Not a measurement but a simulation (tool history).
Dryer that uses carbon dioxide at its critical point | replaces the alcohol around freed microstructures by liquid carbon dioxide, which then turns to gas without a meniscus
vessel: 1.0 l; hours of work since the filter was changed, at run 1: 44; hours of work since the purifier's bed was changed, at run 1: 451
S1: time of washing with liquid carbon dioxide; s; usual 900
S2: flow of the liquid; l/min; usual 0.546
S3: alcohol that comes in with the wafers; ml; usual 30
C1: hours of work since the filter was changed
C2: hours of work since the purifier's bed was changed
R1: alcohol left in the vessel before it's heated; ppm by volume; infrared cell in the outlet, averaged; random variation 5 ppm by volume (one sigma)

{"run": 1, "hour": 0.0, "S1": 900, "S2": 0.546, "S3": 30, "C1": 44, "C2": 451, "R1": 77}
{"run": 2, "hour": 52.2, "S1": 900, "S2": 0.546, "S3": 30, "C1": 73, "C2": 480, "R1": 91}
{"run": 3, "hour": 99.6, "S1": 900, "S2": 0.546, "S3": 30, "C1": 99, "C2": 506, "R1": 84}
{"run": 4, "hour": 159.4, "S1": 900, "S2": 0.546, "S3": 30, "C1": 132, "C2": 539, "R1": 98}
{"run": 5, "hour": 188.2, "S1": 900, "S2": 0.552, "S3": 30, "C1": 148, "C2": 555, "R1": 99}
{"run": 6, "hour": 240.6, "S1": 900, "S2": 0.552, "S3": 30, "C1": 177, "C2": 583, "R1": 107}
{"run": 7, "hour": 287.6, "S1": 900, "S2": 0.552, "S3": 30, "C1": 202, "C2": 609, "R1": 108}
{"run": 8, "hour": 328.9, "S1": 900, "S2": 0.552, "S3": 30, "C1": 225, "C2": 632, "R1": 110}
{"run": 9, "hour": 388.2, "S1": 660, "S2": 0.546, "S3": 30, "C1": 258, "C2": 665, "R1": 397}
{"run": 10, "hour": 416.3, "S1": 660, "S2": 0.546, "S3": 30, "C1": 273, "C2": 680, "R1": 407}
{"run": 11, "hour": 474.0, "S1": 900, "S2": 0.433, "S3": 30, "C1": 305, "C2": 712, "R1": 300}
{"hour": 514.2, "done": "purifier's bed changed"}
{"run": 12, "hour": 522.5, "S1": 900, "S2": 0.433, "S3": 61, "C1": 330, "C2": 5, "R1": 514}
{"run": 13, "hour": 550.5, "S1": 900, "S2": 0.433, "S3": 61, "C1": 345, "C2": 20, "R1": 548}
{"run": 14, "hour": 578.5, "S1": 900, "S2": 0.433, "S3": 61, "C1": 361, "C2": 35, "R1": 548}
{"hour": 597.2, "done": "inlet filter changed"}
{"run": 15, "hour": 635.3, "S1": 900, "S2": 0.49, "S3": 30, "C1": 21, "C2": 66, "R1": 88}
{"run": 16, "hour": 662.8, "S1": 900, "S2": 0.49, "S3": 30, "C1": 36, "C2": 81, "R1": 91}
{"run": 17, "hour": 702.6, "S1": 900, "S2": 0.546, "S3": 30, "C1": 58, "C2": 103, "R1": 62}
{"run": 18, "hour": 751.2, "S1": 1260, "S2": 0.546, "S3": 23, "C1": 85, "C2": 130, "R1": 12}
{"run": 19, "hour": 803.9, "S1": 1260, "S2": 0.546, "S3": 23, "C1": 114, "C2": 159, "R1": 24}
{"run": 20, "hour": 848.2, "S1": 1260, "S2": 0.546, "S3": 23, "C1": 138, "C2": 183, "R1": 18}
{"run": 21, "hour": 884.1, "S1": 1260, "S2": 0.546, "S3": 23, "C1": 158, "C2": 203, "R1": 24}
{"run": 22, "hour": 929.7, "S1": 600, "S2": 0.543, "S3": 25, "C1": 183, "C2": 228, "R1": 417}
{"run": 23, "hour": 985.7, "S1": 900, "S2": 0.666, "S3": 22, "C1": 214, "C2": 259, "R1": 38}

The next listed run, before its measurement:
{"run": 24, "hour": 1042.2, "S1": 900, "S2": 0.691, "S3": 51, "C1": 245, "C2": 290, "R1": "?"}

R1: 56 ppm by volume
Without the tool's hidden state the same run would have given R1 22 ppm by volume.

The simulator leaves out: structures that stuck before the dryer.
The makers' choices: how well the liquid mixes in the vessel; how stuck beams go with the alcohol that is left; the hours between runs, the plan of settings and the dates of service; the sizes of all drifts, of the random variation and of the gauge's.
